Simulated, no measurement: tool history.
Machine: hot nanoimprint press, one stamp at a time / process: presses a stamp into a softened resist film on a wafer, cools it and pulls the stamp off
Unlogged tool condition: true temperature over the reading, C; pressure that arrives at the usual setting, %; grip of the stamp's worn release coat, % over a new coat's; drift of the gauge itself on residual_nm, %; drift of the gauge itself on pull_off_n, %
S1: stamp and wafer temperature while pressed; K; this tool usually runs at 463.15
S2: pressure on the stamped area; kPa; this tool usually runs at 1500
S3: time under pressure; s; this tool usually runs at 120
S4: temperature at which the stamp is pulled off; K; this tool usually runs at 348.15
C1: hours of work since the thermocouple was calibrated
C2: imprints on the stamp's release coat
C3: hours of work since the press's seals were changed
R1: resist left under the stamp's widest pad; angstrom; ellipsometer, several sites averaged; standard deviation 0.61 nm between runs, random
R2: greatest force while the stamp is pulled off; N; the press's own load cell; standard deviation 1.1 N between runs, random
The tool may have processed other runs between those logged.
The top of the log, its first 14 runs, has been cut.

{"run": 15, "hour": 204.5, "S1": 463.15, "S2": 1500, "S3": 120, "S4": 356.15, "C1": 303, "C2": 458, "C3": 650, "R1": 1750, "R2": 92}
{"run": 16, "hour": 212.6, "S1": 454.15, "S2": 1920, "S3": 71, "S4": 339.15, "C1": 309, "C2": 501, "C3": 656, "R1": 2464, "R2": 133}
{"run": 17, "hour": 228.2, "S1": 454.15, "S2": 1920, "S3": 71, "S4": 339.15, "C1": 321, "C2": 584, "C3": 668, "R1": 2475, "R2": 135}
{"run": 18, "hour": 242.8, "S1": 454.15, "S2": 1150, "S3": 71, "S4": 339.15, "C1": 332, "C2": 662, "C3": 678, "R1": 2664, "R2": 133}
{"run": 19, "hour": 256.9, "S1": 463.15, "S2": 1460, "S3": 120, "S4": 348.15, "C1": 342, "C2": 737, "C3": 689, "R1": 1783, "R2": 111}
{"run": 20, "hour": 268.3, "S1": 472.15, "S2": 2160, "S3": 61, "S4": 341.15, "C1": 350, "C2": 797, "C3": 697, "R1": 1382, "R2": 126}
{"run": 21, "hour": 280.4, "S1": 472.15, "S2": 2160, "S3": 61, "S4": 341.15, "C1": 359, "C2": 862, "C3": 706, "R1": 1380, "R2": 127}
{"run": 22, "hour": 294.3, "S1": 459.15, "S2": 2340, "S3": 95, "S4": 346.15, "C1": 369, "C2": 936, "C3": 716, "R1": 1900, "R2": 118}
{"run": 23, "hour": 312.1, "S1": 470.15, "S2": 1970, "S3": 120, "S4": 348.15, "C1": 382, "C2": 1030, "C3": 729, "R1": 1199, "R2": 111}
{"run": 24, "hour": 327.3, "S1": 467.15, "S2": 1500, "S3": 120, "S4": 348.15, "C1": 394, "C2": 1111, "C3": 740, "R1": 1521, "R2": 112}
{"run": 25, "hour": 345.6, "S1": 456.15, "S2": 1980, "S3": 195, "S4": 349.15, "C1": 407, "C2": 1208, "C3": 754, "R1": 1843, "R2": 110}
{"run": 26, "hour": 362.2, "S1": 456.15, "S2": 1980, "S3": 195, "S4": 349.15, "C1": 419, "C2": 1296, "C3": 766, "R1": 1829, "R2": 111}
{"hour": 378.2, "done": "stamp cleaned and given a new release coat"}
{"run": 27, "hour": 385.9, "S1": 467.15, "S2": 1210, "S3": 120, "S4": 348.15, "C1": 432, "C2": 40, "C3": 779, "R1": 1667, "R2": 112}
{"run": 28, "hour": 394.7, "S1": 467.15, "S2": 1210, "S3": 120, "S4": 348.15, "C1": 439, "C2": 87, "C3": 786, "R1": 1670, "R2": 112}
{"run": 29, "hour": 412.0, "S1": 471.15, "S2": 2120, "S3": 212, "S4": 348.15, "C1": 451, "C2": 179, "C3": 798, "R1": 879, "R2": 111}
{"run": 30, "hour": 425.9, "S1": 453.15, "S2": 2120, "S3": 174, "S4": 348.15, "C1": 462, "C2": 252, "C3": 808, "R1": 2109, "R2": 112}

4 options for the next run, each taken on its own from the tool as it stands now. Forecast them:
{"run": "A", "hour": 433.3, "S1": 457.15, "S2": 1020, "S3": 174, "S4": 348.15, "C1": 467, "C2": 292, "C3": 814, "R1": "?", "R2": "?"}
{"run": "B", "hour": 433.3, "S1": 453.15, "S2": 1890, "S3": 87, "S4": 348.15, "C1": 467, "C2": 292, "C3": 814, "R1": "?", "R2": "?"}
{"run": "C", "hour": 433.3, "S1": 463.15, "S2": 1500, "S3": 120, "S4": 345.15, "C1": 467, "C2": 292, "C3": 814, "R1": "?", "R2": "?"}
{"run": "D", "hour": 433.3, "S1": 452.15, "S2": 2260, "S3": 174, "S4": 346.15, "C1": 467, "C2": 292, "C3": 814, "R1": "?", "R2": "?"}

run=A R1=2250 R2=111
run=B R1=2522 R2=109
run=C R1=1795 R2=119
run=D R1=2136 R2=116
What these runs would have given with no unlogged condition in the tool:
run=A R1=2176 R2=111
run=B R1=2439 R2=109
run=C R1=1736 R2=119
run=D R1=2066 R2=116
